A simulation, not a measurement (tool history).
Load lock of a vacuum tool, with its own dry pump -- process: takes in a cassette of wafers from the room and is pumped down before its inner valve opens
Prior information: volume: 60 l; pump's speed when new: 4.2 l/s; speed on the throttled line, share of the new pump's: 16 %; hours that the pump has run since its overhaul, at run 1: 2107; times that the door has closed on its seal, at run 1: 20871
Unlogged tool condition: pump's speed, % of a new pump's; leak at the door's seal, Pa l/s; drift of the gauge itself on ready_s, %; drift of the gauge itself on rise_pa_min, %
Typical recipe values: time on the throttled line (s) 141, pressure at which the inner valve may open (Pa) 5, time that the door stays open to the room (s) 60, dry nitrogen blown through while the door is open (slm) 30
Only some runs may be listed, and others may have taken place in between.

run	hour	time on the throttled line (s)	pressure at which the inner valve may open (Pa)	time that the door stays open to the room (s)	dry nitrogen blown through while the door is open (slm)	hours that the pump has run since its overhaul	times that the door has closed on its seal	incoming humidity of the room's air, %	time from the closed door until the inner valve may open (s)	rise of the pressure with all valves shut (Pa/min)
1	0	141	5	60	30	2107	20871	46.8	263.6	0.183
2	261.6	141	5	60	30	2369	21705	45.7	265.4	0.193
3	500	141	5	60	30	2607	22466	46.6	264	0.205
4	807.9	141	5	60	30	2915	23448	46.3	260.7	0.214
5	1164.1	141	5	60	30	3272	24584	45	263.5	0.229
# hour 1418.7: door's seal changed, seat wiped
6	1517.6	141	5	60	30	3624	316	41.2	262.4	0.038
7	1872.4	141	5	60	30	3978	1447	45	262.4	0.045
8	2178.1	141	5	60	30	4284	2422	45.5	265.8	0.048
9	2527.9	248	5	60	30	4634	3538	49.3	353.7	0.053
10	2826.4	141	5	60	36	4932	4490	45.8	264.8	0.055
11	3122.3	141	5	60	36	5228	5433	45.8	265.6	0.049
12	3480.9	141	5	60	36	5587	6577	46.9	266.7	0.06
13	3697.4	141	5	60	36	5803	7267	47.8	265.4	0.066
14	3904.1	87	5	217	30	6010	7927	44.6	221.5	0.11
15	4179	155	5	60	30	6285	8804	43.4	277.3	0.074
16	4499.1	155	5	60	30	6605	9824	45.8	279.2	0.078
17	4863.4	143	5	95	12	6969	10986	44.1	268.9	0.107
18	5208.9	76	5	95	30	7315	12088	44.4	215.7	0.106
19	5429.8	76	5	95	30	7536	12792	44.5	212	0.109
20	5651.2	76	6	88	30	7757	13499	44.6	212.2	0.11
21	6014.1	150	6	52	30	8120	14656	44.4	270.3	0.111

Here are 4 independent what-if runs from the current tool condition. What would each one return?
A	6333.4	150	6	26	6	8439	15674	46.4	?	?
B	6333.4	141	5	29	12	8439	15674	44.4	?	?
C	6333.4	150	6	240	30	8439	15674	47.6	?	?
D	6333.4	102	6	36	7	8439	15674	45.9	?	?

run	time from the closed door until the inner valve may open (s)	rise of the pressure with all valves shut (Pa/min)
A	272	0.12
B	269.8	0.116
C	273.2	0.161
D	230.4	0.124
Had the tool no hidden state, the same runs would have come out as:
run	time from the closed door until the inner valve may open (s)	rise of the pressure with all valves shut (Pa/min)
A	265.8	0.04
B	263.3	0.034
C	267.2	0.083
D	224.1	0.045
